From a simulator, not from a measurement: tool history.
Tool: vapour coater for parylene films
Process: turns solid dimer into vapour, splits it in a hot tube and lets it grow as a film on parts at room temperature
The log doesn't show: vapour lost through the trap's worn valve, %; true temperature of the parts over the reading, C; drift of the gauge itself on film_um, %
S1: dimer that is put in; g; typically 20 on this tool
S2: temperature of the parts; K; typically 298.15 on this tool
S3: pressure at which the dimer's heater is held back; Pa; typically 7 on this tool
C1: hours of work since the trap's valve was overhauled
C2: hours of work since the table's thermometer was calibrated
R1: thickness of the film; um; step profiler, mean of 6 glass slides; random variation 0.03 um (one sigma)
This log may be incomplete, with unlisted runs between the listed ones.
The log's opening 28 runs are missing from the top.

Run 29, hour 500.3: usual settings but S1 15 g, S2 305.15 K, S3 7.62 Pa; C1 315; C2 359. Result: R1 2.48 um.
Run 30, hour 514.3: usual settings but S1 24 g, S2 294.15 K, S3 2.51 Pa; C1 321; C2 365. Result: R1 8.28 um.
Run 31, hour 525.4: usual settings but S3 3.58 Pa; C1 326; C2 370. Result: R1 5.38 um.
Run 32, hour 537.8: usual settings but S3 3.58 Pa; C1 331; C2 375. Result: R1 5.3 um.
Run 33, hour 552.9: usual settings but S3 3.58 Pa; C1 337; C2 381. Result: R1 5.34 um.
Run 34, hour 572.8: usual settings but S3 3.58 Pa; C1 346; C2 390. Result: R1 5.29 um.
Run 35, hour 593.2: usual settings but S1 29 g, S2 304.15 K, S3 7.01 Pa; C1 354; C2 398. Result: R1 5.18 um.
Run 36, hour 609.2: usual settings but S1 29 g, S2 304.15 K, S3 7.01 Pa; C1 361; C2 405. Result: R1 5.07 um.
Run 37, hour 623.8: usual settings but S1 33 g; C1 367; C2 411. Result: R1 7.59 um.
Run 38, hour 640.5: usual settings but S1 33 g; C1 374; C2 418. Result: R1 7.64 um.
Run 39, hour 661: usual settings but S1 33 g; C1 383; C2 427. Result: R1 7.66 um.
Run 40, hour 683.7: usual settings but S1 33 g; C1 393; C2 437. Result: R1 7.67 um.
Run 41, hour 704.3: usual settings but S1 11 g, S2 299.15 K, S3 4.21 Pa; C1 401; C2 445. Result: R1 2.68 um.

Consider 4 possible next runs. They are alternatives, not a sequence: every one starts from the tool as it was left by run 41. What does each give?
Run A, hour 725.7: usual settings but S2 301.15 K; C1 410; C2 454. Result: R1 ?.
Run B, hour 725.7: usual settings but S1 23 g, S2 297.15 K, S3 4.72 Pa; C1 410; C2 454. Result: R1 ?.
Run C, hour 725.7: usual settings but S3 5.33 Pa; C1 410; C2 454. Result: R1 ?.
Run D, hour 725.7: usual settings but S1 11 g, S2 306.15 K, S3 4.21 Pa; C1 410; C2 454. Result: R1 ?.

run    R1
  A  4.06
  B  6.12
  C  4.89
  D  1.98
Without the tool's hidden state the same runs would have given:
run    R1
  A  4.07
  B  6.13
  C   4.9
  D  1.98

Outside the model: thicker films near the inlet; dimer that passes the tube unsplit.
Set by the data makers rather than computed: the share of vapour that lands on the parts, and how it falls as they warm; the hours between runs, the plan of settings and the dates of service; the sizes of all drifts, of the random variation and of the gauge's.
